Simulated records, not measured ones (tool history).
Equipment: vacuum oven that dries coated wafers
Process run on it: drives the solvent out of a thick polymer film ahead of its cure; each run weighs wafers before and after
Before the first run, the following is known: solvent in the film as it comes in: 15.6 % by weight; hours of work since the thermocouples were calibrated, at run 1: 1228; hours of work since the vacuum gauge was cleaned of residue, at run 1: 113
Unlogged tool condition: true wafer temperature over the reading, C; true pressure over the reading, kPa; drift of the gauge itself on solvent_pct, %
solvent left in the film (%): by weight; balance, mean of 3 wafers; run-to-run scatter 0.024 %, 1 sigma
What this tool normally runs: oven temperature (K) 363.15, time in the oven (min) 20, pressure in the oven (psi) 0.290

run  hour  oven temperature (K)  time in the oven (min)  pressure in the oven (psi)  hours of work since the thermocouples were calibrated  hours of work since the vacuum gauge was cleaned of residue  solvent left in the film (%)
  1   0.0                363.15                      20                       0.290                                                   1228                                                          113                          2.62
  2   6.8                363.15                      20                       0.289                                                   1232                                                          117                          2.60
  3  12.9                363.15                      20                       1.104                                                   1236                                                          121                          5.26
  4  24.8                363.15                      20                       1.104                                                   1242                                                          128                          5.35
  5  34.5                358.15                      20                       0.290                                                   1248                                                          133                          3.67
  6  41.6                363.15                      20                       0.284                                                   1252                                                          138                          2.61
  7  50.9                375.15                      26                       1.065                                                   1258                                                          143                          2.65
  8  57.8                363.15                      20                       0.695                                                   1262                                                          147                          4.01
  9  66.8                359.15                      20                       0.290                                                   1267                                                          152                          3.43
 10  75.3                356.15                      20                       0.173                                                   1272                                                          157                          3.66
 11  84.5                360.15                      20                       0.193                                                   1277                                                          163                          2.89

Predict each of these 5 candidate next runs independently; none follows another, all start after run 11:
  A  93.4                353.15                      20                       0.509                                                   1282                                                          168                             ?
  B  93.4                363.15                      26                       0.290                                                   1282                                                          168                             ?
  C  93.4                355.15                      15                       0.218                                                   1282                                                          168                             ?
  D  93.4                363.15                      30                       0.290                                                   1282                                                          168                             ?
  E  93.4                348.15                      20                       0.239                                                   1282                                                          168                             ?

run  solvent left in the film (%)
  A                          5.76
  B                          1.89
  C                          5.27
  D                          1.64
  E                          5.91
With the hidden condition removed and each run's random variation left untouched, the same runs would have given:
run  solvent left in the film (%)
  A                          5.79
  B                          1.90
  C                          5.30
  D                          1.65
  E                          5.94

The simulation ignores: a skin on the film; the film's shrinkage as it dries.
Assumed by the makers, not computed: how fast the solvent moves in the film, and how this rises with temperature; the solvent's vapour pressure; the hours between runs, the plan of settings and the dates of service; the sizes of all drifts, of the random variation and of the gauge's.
